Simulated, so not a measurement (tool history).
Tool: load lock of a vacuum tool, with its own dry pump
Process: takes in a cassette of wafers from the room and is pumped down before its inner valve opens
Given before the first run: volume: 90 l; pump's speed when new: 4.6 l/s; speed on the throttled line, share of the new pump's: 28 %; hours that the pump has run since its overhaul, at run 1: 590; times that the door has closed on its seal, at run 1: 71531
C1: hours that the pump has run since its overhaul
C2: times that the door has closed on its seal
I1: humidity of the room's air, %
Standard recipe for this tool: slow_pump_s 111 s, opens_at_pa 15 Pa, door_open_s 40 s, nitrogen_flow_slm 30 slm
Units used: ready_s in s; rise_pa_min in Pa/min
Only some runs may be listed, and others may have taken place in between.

Run 1, hour 0.0: usual settings; C1 590; C2 71531; I1 44.5. Result: ready_s 252.7 s, rise_pa_min 0.387 Pa/min.
Run 2, hour 318.6: usual settings; C1 909; C2 72677; I1 42.1. Result: ready_s 254.3 s, rise_pa_min 0.409 Pa/min.
Run 3, hour 639.6: usual settings but door_open_s 187 s; C1 1230; C2 73831; I1 44.0. Result: ready_s 253.1 s, rise_pa_min 0.423 Pa/min.
Run 4, hour 907.1: usual settings but door_open_s 187 s; C1 1497; C2 74792; I1 44.0. Result: ready_s 255.0 s, rise_pa_min 0.428 Pa/min.
Run 5, hour 1199.5: usual settings; C1 1790; C2 75844; I1 40.9. Result: ready_s 253.2 s, rise_pa_min 0.428 Pa/min.
At hour 1628.4: door's seal changed, seat wiped.
Run 6, hour 1709.3: usual settings; C1 2298; C2 291; I1 42.3. Result: ready_s 255.1 s, rise_pa_min 0.009 Pa/min.
Run 7, hour 2051.5: usual settings; C1 2640; C2 1522; I1 46.6. Result: ready_s 255.6 s, rise_pa_min 0.009 Pa/min.
Run 8, hour 2327.0: usual settings; C1 2916; C2 2512; I1 45.0. Result: ready_s 255.6 s, rise_pa_min 0.014 Pa/min.
Run 9, hour 2834.3: usual settings; C1 3423; C2 4336; I1 46.2. Result: ready_s 254.3 s, rise_pa_min 0.016 Pa/min.
Run 10, hour 3202.9: usual settings but opens_at_pa 24 Pa; C1 3792; C2 5662; I1 45.8. Result: ready_s 245.4 s, rise_pa_min 0.016 Pa/min.
Run 11, hour 3710.3: usual settings but opens_at_pa 24 Pa, door_open_s 58 s; C1 4299; C2 7486; I1 46.1. Result: ready_s 247.0 s, rise_pa_min 0.028 Pa/min.
Run 12, hour 4112.1: usual settings but opens_at_pa 24 Pa, door_open_s 58 s; C1 4701; C2 8930; I1 46.6. Result: ready_s 245.1 s, rise_pa_min 0.028 Pa/min.
Run 13, hour 4646.4: usual settings but opens_at_pa 24 Pa, door_open_s 58 s; C1 5235; C2 10851; I1 42.7. Result: ready_s 247.8 s, rise_pa_min 0.034 Pa/min.
Run 14, hour 4899.0: usual settings but opens_at_pa 24 Pa, door_open_s 58 s; C1 5488; C2 11760; I1 43.2. Result: ready_s 247.3 s, rise_pa_min 0.037 Pa/min.
Run 15, hour 5257.9: usual settings but opens_at_pa 24 Pa, door_open_s 34 s; C1 5847; C2 13050; I1 42.9. Result: ready_s 249.9 s, rise_pa_min 0.043 Pa/min.
Run 16, hour 5486.0: usual settings but opens_at_pa 24 Pa, door_open_s 105 s; C1 6075; C2 13870; I1 46.1. Result: ready_s 247.6 s, rise_pa_min 0.049 Pa/min.
Run 17, hour 5860.0: usual settings but opens_at_pa 13 Pa, nitrogen_flow_slm 14 slm; C1 6449; C2 15215; I1 45.7. Result: ready_s 261.8 s, rise_pa_min 0.048 Pa/min.
Run 18, hour 6221.6: usual settings but slow_pump_s 104 s, nitrogen_flow_slm 4 slm; C1 6810; C2 16515; I1 45.7. Result: ready_s 253.6 s, rise_pa_min 0.058 Pa/min.
Run 19, hour 6452.2: usual settings but slow_pump_s 160 s, opens_at_pa 14 Pa, nitrogen_flow_slm 10 slm; C1 7041; C2 17345; I1 44.8. Result: ready_s 296.3 s, rise_pa_min 0.056 Pa/min.
Run 20, hour 6732.2: usual settings but opens_at_pa 17 Pa, door_open_s 178 s; C1 7321; C2 18351; I1 44.9. Result: ready_s 254.2 s, rise_pa_min 0.066 Pa/min.
Run 21, hour 7216.5: usual settings but opens_at_pa 17 Pa, door_open_s 178 s; C1 7805; C2 20092; I1 42.2. Result: ready_s 257.6 s, rise_pa_min 0.071 Pa/min.
Run 22, hour 7727.0: usual settings but opens_at_pa 17 Pa, door_open_s 178 s; C1 8316; C2 21928; I1 44.3. Result: ready_s 255.4 s, rise_pa_min 0.076 Pa/min.
Run 23, hour 8261.1: usual settings but opens_at_pa 17 Pa, door_open_s 178 s; C1 8850; C2 23848; I1 43.1. Result: ready_s 255.5 s, rise_pa_min 0.087 Pa/min.
Run 24, hour 8658.9: usual settings but opens_at_pa 27 Pa, door_open_s 45 s; C1 9248; C2 25278; I1 44.0. Result: ready_s 248.8 s, rise_pa_min 0.089 Pa/min.
Run 25, hour 8921.8: usual settings but opens_at_pa 27 Pa, door_open_s 45 s; C1 9510; C2 26224; I1 44.3. Result: ready_s 249.4 s, rise_pa_min 0.088 Pa/min.
Run 26, hour 9232.2: usual settings but opens_at_pa 27 Pa, door_open_s 45 s; C1 9821; C2 27340; I1 41.5. Result: ready_s 247.2 s, rise_pa_min 0.094 Pa/min.
Run 27, hour 9623.5: usual settings but slow_pump_s 102 s, opens_at_pa 11 Pa; C1 10212; C2 28747; I1 44.0. Result: ready_s 262.2 s, rise_pa_min 0.100 Pa/min.
Run 28, hour 10093.2: usual settings but slow_pump_s 144 s, opens_at_pa 11 Pa, door_open_s 181 s, nitrogen_flow_slm 17 slm; C1 10682; C2 30435; I1 46.3. Result: ready_s 292.6 s, rise_pa_min 0.121 Pa/min.
Run 29, hour 10594.4: usual settings but slow_pump_s 139 s, opens_at_pa 14 Pa, door_open_s 147 s, nitrogen_flow_slm 32 slm; C1 11183; C2 32238; I1 43.7. Result: ready_s 283.6 s, rise_pa_min 0.120 Pa/min.
Run 30, hour 10841.0: usual settings but opens_at_pa 22 Pa, nitrogen_flow_slm 11 slm; C1 11430; C2 33124; I1 43.6. Result: ready_s 254.6 s, rise_pa_min 0.130 Pa/min.

Each row is a separate what-if for the run after 30, all from the same tool condition, not one after another. Results?
Run A, hour 11353.7: usual settings but nitrogen_flow_slm 5 slm; C1 11942; C2 34967; I1 47.1. Result: ready_s ?, rise_pa_min ?.
Run B, hour 11353.7: usual settings but opens_at_pa 10 Pa; C1 11942; C2 34967; I1 43.7. Result: ready_s ?, rise_pa_min ?.
Run C, hour 11353.7: usual settings but opens_at_pa 18 Pa, nitrogen_flow_slm 14 slm; C1 11942; C2 34967; I1 45.0. Result: ready_s ?, rise_pa_min ?.
Run D, hour 11353.7: usual settings but opens_at_pa 10 Pa, door_open_s 168 s, nitrogen_flow_slm 11 slm; C1 11942; C2 34967; I1 43.7. Result: ready_s ?, rise_pa_min ?.
Run E, hour 11353.7: usual settings but opens_at_pa 22 Pa, door_open_s 69 s, nitrogen_flow_slm 11 slm; C1 11942; C2 34967; I1 43.3. Result: ready_s ?, rise_pa_min ?.

run  ready_s  rise_pa_min
  A    265.3        0.142
  B    271.8        0.132
  C    258.0        0.127
  D    273.2        0.150
  E    257.2        0.136
Stripped of hidden state, with their random variation kept, the same runs would have yielded:
run  ready_s  rise_pa_min
  A    254.2        0.021
  B    260.5        0.011
  C    247.6        0.007
  D    261.9        0.029
  E    247.0        0.017
